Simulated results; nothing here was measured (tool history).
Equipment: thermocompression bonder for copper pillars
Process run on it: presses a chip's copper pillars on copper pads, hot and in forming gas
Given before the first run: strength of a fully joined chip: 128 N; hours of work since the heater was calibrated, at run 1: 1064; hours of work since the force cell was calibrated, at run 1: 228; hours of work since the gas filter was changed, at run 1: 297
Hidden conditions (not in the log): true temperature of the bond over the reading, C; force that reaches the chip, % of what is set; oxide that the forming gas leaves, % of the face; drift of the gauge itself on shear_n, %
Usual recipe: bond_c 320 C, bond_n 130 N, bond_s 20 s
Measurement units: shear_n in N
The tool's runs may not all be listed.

| run | day | bond_c | bond_n | bond_s | hours of work since the heater was calibrated | hours of work since the force cell was calibrated | hours of work since the gas filter was changed | shear_n |
|---|---|---|---|---|---|---|---|---|
| 1 | 0 | 320 | 130 | 20 | 1064 | 228 | 297 | 74.9 |
| 2 | 0.379 | 320 | 130 | 20 | 1070 | 234 | 303 | 75.4 |
| 3 | 0.646 | 320 | 130 | 20 | 1075 | 239 | 308 | 74.7 |
| 4 | 0.933 | 320 | 130 | 20 | 1079 | 244 | 312 | 74.8 |
| 5 | 1.562 | 320 | 130 | 20 | 1090 | 254 | 323 | 73.9 |
| 6 | 2.1 | 320 | 130 | 20 | 1098 | 263 | 332 | 74 |
| 7 | 2.379 | 320 | 130 | 20 | 1103 | 267 | 336 | 74.7 |
| 8 | 2.908 | 320 | 130 | 20 | 1112 | 276 | 345 | 74.3 |
| 9 | 3.379 | 320 | 130 | 20 | 1120 | 284 | 353 | 74.4 |
| 10 | 3.762 | 320 | 130 | 20 | 1126 | 290 | 359 | 73.5 |
| 11 | 4.271 | 320 | 130 | 20 | 1134 | 298 | 367 | 74.3 |
| 12 | 4.542 | 320 | 131 | 20 | 1139 | 303 | 372 | 74.1 |
|  | 4.683 | heater calibrated with a thermocouple chip |
| 13 | 4.958 | 320 | 131 | 20 | 5 | 308 | 377 | 77.1 |
| 14 | 5.562 | 320 | 131 | 20 | 14 | 318 | 387 | 76.3 |
| 15 | 5.85 | 320 | 131 | 20 | 19 | 323 | 392 | 75.9 |
| 16 | 6.138 | 320 | 131 | 20 | 24 | 328 | 397 | 76.1 |
|  | 6.267 | heater calibrated with a thermocouple chip, once more |
| 17 | 6.546 | 320 | 131 | 20 | 5 | 333 | 402 | 69.7 |
|  | 6.879 | forming gas filter changed |
| 18 | 7.05 | 320 | 131 | 20 | 13 | 341 | 3 | 76.8 |
| 19 | 7.383 | 320 | 131 | 20 | 18 | 346 | 8 | 76.3 |
| 20 | 7.692 | 339 | 149 | 20 | 23 | 352 | 13 | 94.4 |
| 21 | 8.008 | 311 | 87 | 20 | 28 | 357 | 19 | 52.3 |
| 22 | 8.412 | 337 | 130 | 20 | 35 | 363 | 25 | 86.3 |
| 23 | 8.842 | 312 | 157 | 30 | 42 | 370 | 32 | 89.5 |
| 24 | 9.4 | 312 | 138 | 55 | 51 | 380 | 41 | 96.1 |
| 25 | 9.775 | 292 | 93 | 55 | 57 | 386 | 48 | 64.9 |
| 26 | 10.154 | 292 | 93 | 55 | 64 | 392 | 54 | 64.5 |
| 27 | 10.721 | 292 | 93 | 55 | 73 | 401 | 63 | 64.4 |
| 28 | 11.004 | 325 | 93 | 55 | 77 | 406 | 68 | 85.5 |
| 29 | 11.442 | 291 | 94 | 20 | 85 | 413 | 75 | 44.1 |
| 30 | 11.879 | 291 | 94 | 20 | 92 | 420 | 82 | 43.9 |
| 31 | 12.192 | 323 | 94 | 21 | 97 | 426 | 87 | 63.9 |
| 32 | 12.538 | 302 | 130 | 18 | 103 | 431 | 93 | 61.3 |
| 33 | 12.904 | 320 | 80 | 16 | 109 | 437 | 99 | 49.8 |
| 34 | 13.171 | 320 | 80 | 16 | 113 | 442 | 103 | 49.3 |
| 35 | 13.625 | 320 | 160 | 11 | 121 | 449 | 111 | 70.9 |
| 36 | 14.129 | 324 | 87 | 20 | 129 | 457 | 119 | 59 |

4 options for the next run, each taken on its own from the tool as it stands now. Forecast them:
| A | 14.479 | 313 | 183 | 34 | 135 | 463 | 125 | ? |
| B | 14.479 | 298 | 99 | 38 | 135 | 463 | 125 | ? |
| C | 14.479 | 332 | 130 | 16 | 135 | 463 | 125 | ? |
| D | 14.479 | 320 | 143 | 17 | 135 | 463 | 125 | ? |

| run | shear_n |
|---|---|
| A | 97.1 |
| B | 62.1 |
| C | 76.6 |
| D | 75.9 |
The same runs, with their run-to-run variation unchanged, on a tool lacking any hidden condition would have given:
| run | shear_n |
|---|---|
| A | 99.5 |
| B | 63.3 |
| C | 78.2 |
| D | 77.5 |
